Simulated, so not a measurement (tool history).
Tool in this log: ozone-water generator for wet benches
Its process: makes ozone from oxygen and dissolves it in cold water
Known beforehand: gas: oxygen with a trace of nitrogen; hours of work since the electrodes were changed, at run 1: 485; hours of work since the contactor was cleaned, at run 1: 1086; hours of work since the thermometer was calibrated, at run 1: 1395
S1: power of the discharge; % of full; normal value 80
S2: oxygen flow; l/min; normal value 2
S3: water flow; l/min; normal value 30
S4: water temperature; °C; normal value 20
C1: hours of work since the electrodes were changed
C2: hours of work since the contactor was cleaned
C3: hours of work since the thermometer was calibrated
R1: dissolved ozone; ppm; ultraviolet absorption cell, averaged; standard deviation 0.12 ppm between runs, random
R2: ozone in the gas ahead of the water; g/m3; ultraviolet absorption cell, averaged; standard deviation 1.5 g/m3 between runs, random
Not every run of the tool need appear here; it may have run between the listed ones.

{"run": 1, "hour": 0.0, "S1": 80, "S2": 2, "S3": 30, "S4": 20, "C1": 485, "C2": 1086, "C3": 1395, "R1": 10, "R2": 271.5}
{"run": 2, "hour": 19.0, "S1": 80, "S2": 2, "S3": 30, "S4": 20, "C1": 497, "C2": 1098, "C3": 1408, "R1": 9.9, "R2": 274}
{"run": 3, "hour": 58.1, "S1": 80, "S2": 2, "S3": 30, "S4": 20, "C1": 523, "C2": 1124, "C3": 1433, "R1": 9.7, "R2": 273.6}
{"run": 4, "hour": 91.6, "S1": 80, "S2": 2, "S3": 30, "S4": 20, "C1": 545, "C2": 1146, "C3": 1455, "R1": 10.1, "R2": 273.6}
{"run": 5, "hour": 113.6, "S1": 80, "S2": 2, "S3": 30, "S4": 20, "C1": 559, "C2": 1160, "C3": 1470, "R1": 10, "R2": 273.4}
{"run": 6, "hour": 132.3, "S1": 80, "S2": 2, "S3": 30, "S4": 20, "C1": 572, "C2": 1172, "C3": 1482, "R1": 10, "R2": 272.2}
{"run": 7, "hour": 148.4, "S1": 80, "S2": 2, "S3": 30, "S4": 20, "C1": 582, "C2": 1183, "C3": 1493, "R1": 10.3, "R2": 271.9}
{"run": 8, "hour": 166.7, "S1": 80, "S2": 2, "S3": 30, "S4": 20, "C1": 594, "C2": 1195, "C3": 1504, "R1": 10.1, "R2": 273.5}
{"run": 9, "hour": 189.6, "S1": 80, "S2": 2, "S3": 30, "S4": 20, "C1": 609, "C2": 1210, "C3": 1519, "R1": 10, "R2": 271.7}
{"run": 10, "hour": 213.3, "S1": 80, "S2": 2, "S3": 30, "S4": 20, "C1": 625, "C2": 1225, "C3": 1535, "R1": 10.1, "R2": 275}
{"run": 11, "hour": 229.9, "S1": 80, "S2": 2, "S3": 30, "S4": 20, "C1": 636, "C2": 1236, "C3": 1546, "R1": 9.9, "R2": 275.2}
{"run": 12, "hour": 263.4, "S1": 80, "S2": 2, "S3": 30, "S4": 20, "C1": 657, "C2": 1258, "C3": 1568, "R1": 10.2, "R2": 274.6}
{"run": 13, "hour": 288.5, "S1": 80, "S2": 2, "S3": 37, "S4": 15, "C1": 674, "C2": 1274, "C3": 1584, "R1": 8.1, "R2": 276.9}
{"run": 14, "hour": 317.3, "S1": 67, "S2": 3.56, "S3": 42, "S4": 20, "C1": 693, "C2": 1293, "C3": 1603, "R1": 6.9, "R2": 180.5}
{"run": 15, "hour": 351.9, "S1": 67, "S2": 3.56, "S3": 42, "S4": 22, "C1": 715, "C2": 1316, "C3": 1626, "R1": 7.1, "R2": 178.5}
{"run": 16, "hour": 373.3, "S1": 67, "S2": 3.56, "S3": 37, "S4": 22, "C1": 729, "C2": 1330, "C3": 1640, "R1": 8.1, "R2": 179}
{"run": 17, "hour": 403.4, "S1": 88, "S2": 3.56, "S3": 34, "S4": 22, "C1": 749, "C2": 1350, "C3": 1660, "R1": 10.9, "R2": 225.9}
{"run": 18, "hour": 441.4, "S1": 80, "S2": 2.95, "S3": 43, "S4": 20, "C1": 774, "C2": 1375, "C3": 1684, "R1": 7.6, "R2": 227.1}
{"run": 19, "hour": 478.6, "S1": 80, "S2": 1.15, "S3": 43, "S4": 16, "C1": 798, "C2": 1399, "C3": 1709, "R1": 5.4, "R2": 367.7}
{"run": 20, "hour": 507.3, "S1": 80, "S2": 1.15, "S3": 43, "S4": 16, "C1": 817, "C2": 1418, "C3": 1728, "R1": 5.3, "R2": 361}
{"run": 21, "hour": 536.7, "S1": 48, "S2": 1.15, "S3": 25, "S4": 16, "C1": 836, "C2": 1437, "C3": 1747, "R1": 6.8, "R2": 242.9}
{"run": 22, "hour": 558.1, "S1": 80, "S2": 2, "S3": 24, "S4": 20, "C1": 850, "C2": 1451, "C3": 1761, "R1": 12.9, "R2": 277.4}

What if the next run were any one of these 3? Each begins from the tool's condition after run 22:
{"run": "A", "hour": 593.6, "S1": 90, "S2": 2.55, "S3": 24, "S4": 20, "C1": 874, "C2": 1474, "C3": 1784, "R1": "?", "R2": "?"}
{"run": "B", "hour": 593.6, "S1": 80, "S2": 3.19, "S3": 30, "S4": 22, "C1": 874, "C2": 1474, "C3": 1784, "R1": "?", "R2": "?"}
{"run": "C", "hour": 593.6, "S1": 97, "S2": 2, "S3": 19, "S4": 20, "C1": 874, "C2": 1474, "C3": 1784, "R1": "?", "R2": "?"}

run=A R1=15 R2=269.5
run=B R1=11.3 R2=218.1
run=C R1=18.5 R2=323.4
Without the tool's hidden state the same runs would have given:
run=A R1=15 R2=265.4
run=B R1=11.3 R2=214.7
run=C R1=18.5 R2=318.4
